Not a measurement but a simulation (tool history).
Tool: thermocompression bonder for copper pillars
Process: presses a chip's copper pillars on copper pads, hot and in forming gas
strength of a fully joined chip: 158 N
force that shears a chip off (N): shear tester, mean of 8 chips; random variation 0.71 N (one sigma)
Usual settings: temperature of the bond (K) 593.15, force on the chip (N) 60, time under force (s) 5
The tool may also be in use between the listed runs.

run,hour,temperature of the bond (K),force on the chip (N),time under force (s),force that shears a chip off (N)
1,0,593.15,60,5,80.6
2,11.6,622.15,60,5,102.7
3,20.8,622.15,60,5,103.4
4,31.7,622.15,60,5,102.8
5,41.9,622.15,60,5,103.7
6,49.4,622.15,60,5,103.1
7,60.6,593.15,60,5,78.9
8,72.2,593.15,38,5,60.8
9,81.8,593.15,60,14,108.7
10,92.4,593.15,44,10,85.3
11,104.6,604.15,72,10,115.3
12,116.9,614.15,70,7,111.3
13,128.1,593.15,41,5,63
14,141.6,593.15,41,5,63.9
15,147.6,574.15,41,6,54.6
16,160.1,574.15,41,6,54
17,173.2,565.15,76,3,52.8
18,183.1,565.15,76,3,54.6

3 ways to go on from here, each from the tool as it stands after run 18. What would each give?
A,189.6,597.15,76,3,?
B,189.6,576.15,76,9,?
C,189.6,564.15,76,3,?

run,force that shears a chip off (N)
A,76.6
B,89.1
C,52.3
Without the tool's hidden state the same runs would have given:
run,force that shears a chip off (N)
A,81.3
B,94.5
C,55.9
